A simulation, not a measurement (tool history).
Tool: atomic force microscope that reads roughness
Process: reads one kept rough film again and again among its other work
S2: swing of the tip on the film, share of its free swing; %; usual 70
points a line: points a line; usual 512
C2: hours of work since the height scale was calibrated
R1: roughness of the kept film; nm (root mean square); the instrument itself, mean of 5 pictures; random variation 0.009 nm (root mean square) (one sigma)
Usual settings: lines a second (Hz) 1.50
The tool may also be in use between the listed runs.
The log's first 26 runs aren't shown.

At hour 161.5: new tip fitted.
Run 27, hour 164.4: usual settings but lines a second (Hz) 0.92, S2 81 %, points a line 300; pictures with this tip 6; C2 29. Result: R1 1.880 nm (root mean square).
Run 28, hour 168.2: usual settings but lines a second (Hz) 0.92, S2 81 %, points a line 552; pictures with this tip 13; C2 31. Result: R1 1.904 nm (root mean square).
Run 29, hour 176.1: usual settings but lines a second (Hz) 1.62, S2 80 %, points a line 552; pictures with this tip 29; C2 36. Result: R1 1.793 nm (root mean square).
Run 30, hour 180.8: usual settings but lines a second (Hz) 1.62, S2 80 %, points a line 552; pictures with this tip 38; C2 39. Result: R1 1.775 nm (root mean square).
Run 31, hour 185.5: usual settings but lines a second (Hz) 1.82, S2 59 %; pictures with this tip 47; C2 41. Result: R1 1.797 nm (root mean square).
Run 32, hour 193.2: usual settings but lines a second (Hz) 3.78, points a line 519; pictures with this tip 62; C2 46. Result: R1 1.634 nm (root mean square).
Run 33, hour 198.3: usual settings but lines a second (Hz) 0.79, points a line 634; pictures with this tip 72; C2 49. Result: R1 1.727 nm (root mean square).
Run 34, hour 206.9: usual settings but lines a second (Hz) 0.79, points a line 634; pictures with this tip 89; C2 55. Result: R1 1.667 nm (root mean square).
Run 35, hour 214.8: usual settings but lines a second (Hz) 0.66, points a line 634; pictures with this tip 105; C2 59. Result: R1 1.632 nm (root mean square).
Run 36, hour 223.8: usual settings but lines a second (Hz) 2.36, points a line 642; pictures with this tip 123; C2 65. Result: R1 1.515 nm (root mean square).
Run 37, hour 230.0: usual settings but lines a second (Hz) 1.45, S2 74 %, points a line 642; pictures with this tip 135; C2 69. Result: R1 1.514 nm (root mean square).
Run 38, hour 238.3: usual settings but lines a second (Hz) 1.45, S2 74 %, points a line 642; pictures with this tip 151; C2 74. Result: R1 1.471 nm (root mean square).
Run 39, hour 242.3: usual settings but lines a second (Hz) 1.45, S2 74 %, points a line 256; pictures with this tip 159; C2 76. Result: R1 1.416 nm (root mean square).
Run 40, hour 247.8: usual settings but lines a second (Hz) 1.45, S2 74 %, points a line 256; pictures with this tip 170; C2 80. Result: R1 1.386 nm (root mean square).

Forecast each of these 3 alternatives for the next run:
Run A, hour 253.1: usual settings but S2 66 %, points a line 442; pictures with this tip 180; C2 83. Result: R1 ?.
Run B, hour 253.1: usual settings but lines a second (Hz) 2.79, S2 57 %; pictures with this tip 180; C2 83. Result: R1 ?.
Run C, hour 253.1: usual settings but lines a second (Hz) 1.45, S2 90 %, points a line 256; pictures with this tip 180; C2 83. Result: R1 ?.

run     R1
  A  1.434
  B  1.434
  C  1.301
Without the tool's hidden state the same runs would have given:
run     R1
  A  2.024
  B  2.027
  C  1.839
